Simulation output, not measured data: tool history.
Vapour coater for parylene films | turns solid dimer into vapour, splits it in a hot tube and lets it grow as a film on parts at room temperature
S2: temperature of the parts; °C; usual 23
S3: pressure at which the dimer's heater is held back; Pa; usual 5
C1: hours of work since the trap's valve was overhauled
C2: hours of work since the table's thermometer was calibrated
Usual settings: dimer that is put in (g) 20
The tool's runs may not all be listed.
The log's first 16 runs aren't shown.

run 17 hour=181.8 | dimer_that_is_put_in_(g)=20 S2=23 S3=3.32 | C1=259 C2=262 | thickness_of_the_film_(nm)=4530
run 18 hour=192.8 | dimer_that_is_put_in_(g)=20 S2=23 S3=5 | C1=268 C2=271 | thickness_of_the_film_(nm)=4400
run 19 hour=208 | dimer_that_is_put_in_(g)=20 S2=23 S3=5 | C1=280 C2=283 | thickness_of_the_film_(nm)=4270
run 20 hour=220.9 | dimer_that_is_put_in_(g)=20 S2=23 S3=5 | C1=291 C2=294 | thickness_of_the_film_(nm)=4320
run 21 hour=228.2 | dimer_that_is_put_in_(g)=20 S2=23 S3=5 | C1=297 C2=300 | thickness_of_the_film_(nm)=4350
run 22 hour=239 | dimer_that_is_put_in_(g)=20 S2=17 S3=5 | C1=306 C2=309 | thickness_of_the_film_(nm)=4760
run 23 hour=247.7 | dimer_that_is_put_in_(g)=20 S2=17 S3=5 | C1=313 C2=316 | thickness_of_the_film_(nm)=4810
run 24 hour=259.7 | dimer_that_is_put_in_(g)=20 S2=23 S3=5 | C1=323 C2=326 | thickness_of_the_film_(nm)=4360
run 25 hour=269.1 | dimer_that_is_put_in_(g)=20 S2=23 S3=5 | C1=330 C2=333 | thickness_of_the_film_(nm)=4300
run 26 hour=285.8 | dimer_that_is_put_in_(g)=20 S2=23 S3=5 | C1=344 C2=347 | thickness_of_the_film_(nm)=4360
run 27 hour=293.4 | dimer_that_is_put_in_(g)=20 S2=23 S3=5 | C1=350 C2=353 | thickness_of_the_film_(nm)=4280
run 28 hour=308.4 | dimer_that_is_put_in_(g)=15 S2=23 S3=5 | C1=363 C2=365 | thickness_of_the_film_(nm)=3260
run 29 hour=321.8 | dimer_that_is_put_in_(g)=10 S2=23 S3=8.16 | C1=374 C2=376 | thickness_of_the_film_(nm)=2070
run 30 hour=334.6 | dimer_that_is_put_in_(g)=10 S2=23 S3=8.16 | C1=384 C2=387 | thickness_of_the_film_(nm)=2080
run 31 hour=346.6 | dimer_that_is_put_in_(g)=20 S2=17 S3=5 | C1=394 C2=397 | thickness_of_the_film_(nm)=4740
run 32 hour=358.7 | dimer_that_is_put_in_(g)=22 S2=28 S3=5 | C1=404 C2=407 | thickness_of_the_film_(nm)=4380
run 33 hour=367.8 | dimer_that_is_put_in_(g)=18 S2=30 S3=9.72 | C1=411 C2=414 | thickness_of_the_film_(nm)=3230
run 34 hour=382.1 | dimer_that_is_put_in_(g)=16 S2=30 S3=2.56 | C1=423 C2=426 | thickness_of_the_film_(nm)=3300

The next listed run, before its measurement:
run 35 hour=396 | dimer_that_is_put_in_(g)=16 S2=30 S3=5.75 | C1=434 C2=437 | thickness_of_the_film_(nm)=?

Run 35 gave thickness of the film (nm) 3080.
Without the tool's hidden state the same run would have given thickness of the film (nm) 3100.
